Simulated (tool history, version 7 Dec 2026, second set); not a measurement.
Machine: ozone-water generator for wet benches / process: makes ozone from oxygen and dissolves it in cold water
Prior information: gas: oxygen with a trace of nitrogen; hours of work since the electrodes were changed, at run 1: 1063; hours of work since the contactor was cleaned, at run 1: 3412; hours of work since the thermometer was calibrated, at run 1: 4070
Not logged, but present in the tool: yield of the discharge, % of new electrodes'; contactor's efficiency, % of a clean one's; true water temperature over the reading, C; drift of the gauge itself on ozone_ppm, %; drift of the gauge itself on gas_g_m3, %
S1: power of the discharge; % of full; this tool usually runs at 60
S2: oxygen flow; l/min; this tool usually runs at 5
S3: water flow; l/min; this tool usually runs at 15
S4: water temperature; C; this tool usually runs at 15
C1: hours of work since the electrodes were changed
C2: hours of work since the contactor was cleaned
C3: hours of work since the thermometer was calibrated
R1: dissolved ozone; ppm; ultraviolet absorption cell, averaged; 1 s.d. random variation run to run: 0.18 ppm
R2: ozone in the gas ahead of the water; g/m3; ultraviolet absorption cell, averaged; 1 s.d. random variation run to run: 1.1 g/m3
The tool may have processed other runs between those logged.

| run | day | S1 | S2 | S3 | S4 | C1 | C2 | C3 | R1 | R2 |
|---|---|---|---|---|---|---|---|---|---|---|
| 1 | 0 | 60 | 5 | 15 | 15 | 1063 | 3412 | 4070 | 24.5 | 200.9 |
| 2 | 1.412 | 60 | 5 | 15 | 15 | 1097 | 3446 | 4104 | 24.4 | 201.7 |
| 3 | 4.254 | 60 | 5 | 15 | 15 | 1164 | 3514 | 4171 | 24.2 | 200.5 |
| 4 | 5.579 | 60 | 5 | 15 | 15 | 1196 | 3545 | 4203 | 24.4 | 198.9 |
|  | 6.679 | water thermometer calibrated |
| 5 | 7.908 | 60 | 5 | 15 | 15 | 1251 | 3600 | 29 | 24.4 | 199.5 |
| 6 | 9.879 | 60 | 5 | 15 | 23 | 1298 | 3647 | 76 | 21.4 | 201.6 |
| 7 | 11.321 | 41 | 5 | 15 | 12 | 1332 | 3681 | 111 | 19.5 | 152.3 |
| 8 | 13.029 | 78 | 4.78 | 15 | 9 | 1373 | 3722 | 151 | 31.4 | 243.6 |
| 9 | 14.929 | 78 | 4.78 | 15 | 9 | 1418 | 3767 | 197 | 31.9 | 243.8 |
| 10 | 17.638 | 78 | 4.78 | 15 | 9 | 1483 | 3832 | 261 | 31.5 | 245.3 |
| 11 | 19.962 | 78 | 4.78 | 15 | 9 | 1538 | 3887 | 316 | 31.6 | 242.1 |

Predict the results of run 12:
| 12 | 22.912 | 78 | 4.78 | 15 | 9 | 1608 | 3957 | 387 | ? | ? |

R1: 31.5 ppm
R2: 242.9 g/m3
Were there no unlogged condition in the tool, this run, its random variation unchanged, would have produced R1 31.6 ppm, R2 246.7 g/m3.
